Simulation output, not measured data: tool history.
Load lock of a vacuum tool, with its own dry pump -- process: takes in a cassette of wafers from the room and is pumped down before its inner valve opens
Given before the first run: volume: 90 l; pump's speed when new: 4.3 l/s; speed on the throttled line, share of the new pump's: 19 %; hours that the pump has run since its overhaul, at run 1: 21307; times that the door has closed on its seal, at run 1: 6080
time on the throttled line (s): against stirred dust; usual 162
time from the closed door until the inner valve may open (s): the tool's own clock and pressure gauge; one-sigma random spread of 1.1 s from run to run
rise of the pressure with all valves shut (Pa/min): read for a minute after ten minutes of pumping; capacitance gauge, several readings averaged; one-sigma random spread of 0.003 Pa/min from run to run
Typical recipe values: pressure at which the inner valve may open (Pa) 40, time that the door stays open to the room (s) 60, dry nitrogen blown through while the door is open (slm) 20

| run | hour | time on the throttled line (s) | pressure at which the inner valve may open (Pa) | time that the door stays open to the room (s) | dry nitrogen blown through while the door is open (slm) | hours that the pump has run since its overhaul | times that the door has closed on its seal | incoming humidity of the room's air, % | time from the closed door until the inner valve may open (s) | rise of the pressure with all valves shut (Pa/min) |
|---|---|---|---|---|---|---|---|---|---|---|
| 1 | 0 | 162 | 40 | 60 | 20 | 21307 | 6080 | 43.9 | 316.6 | 0.039 |
| 2 | 81 | 162 | 40 | 60 | 20 | 21388 | 6163 | 44.6 | 318.4 | 0.035 |
| 3 | 215.6 | 162 | 63 | 60 | 20 | 21523 | 6302 | 47.6 | 306.2 | 0.04 |
| 4 | 340.9 | 162 | 40 | 60 | 20 | 21648 | 6432 | 47.5 | 319 | 0.039 |
| 5 | 481 | 162 | 40 | 60 | 20 | 21788 | 6577 | 44.5 | 317.7 | 0.036 |
| 6 | 608.6 | 162 | 40 | 60 | 4 | 21916 | 6709 | 44.1 | 318.1 | 0.056 |
| 7 | 760.2 | 254 | 31 | 70 | 40 | 22067 | 6865 | 48.4 | 394.7 | 0.033 |
| 8 | 837.7 | 162 | 40 | 108 | 32 | 22145 | 6945 | 47.8 | 317.9 | 0.037 |
| 9 | 931.5 | 162 | 42 | 60 | 5 | 22239 | 7042 | 49 | 316.6 | 0.051 |
| 10 | 1068.2 | 162 | 42 | 60 | 5 | 22375 | 7184 | 43.3 | 317.9 | 0.051 |
| 11 | 1223.7 | 162 | 40 | 60 | 31 | 22531 | 7344 | 48.2 | 317.1 | 0.036 |

Some steps in time from the closed door until the inner valve may open (s), run to run, broken into two amounts with sign: the step expected even without the hidden condition (settings, incoming material, random variation), and the rest, left for the hidden condition together with whatever gauge scatter is not in both the measured and the hidden-condition-free result:
The hidden state here: pump's speed, % of a new pump's; leak at the door's seal, Pa l/s; drift of the gauge itself on ready_s, %; drift of the gauge itself on rise_pa_min, %.
Run 7 -> 8: time on the throttled line (s) 254 -> 162, pressure at which the inner valve may open (Pa) 31 -> 40, time that the door stays open to the room (s) 70 -> 108, dry nitrogen blown through while the door is open (slm) 40 -> 32. time from the closed door until the inner valve may open (s) -76.8: hidden state +1.9, all else -78.7.

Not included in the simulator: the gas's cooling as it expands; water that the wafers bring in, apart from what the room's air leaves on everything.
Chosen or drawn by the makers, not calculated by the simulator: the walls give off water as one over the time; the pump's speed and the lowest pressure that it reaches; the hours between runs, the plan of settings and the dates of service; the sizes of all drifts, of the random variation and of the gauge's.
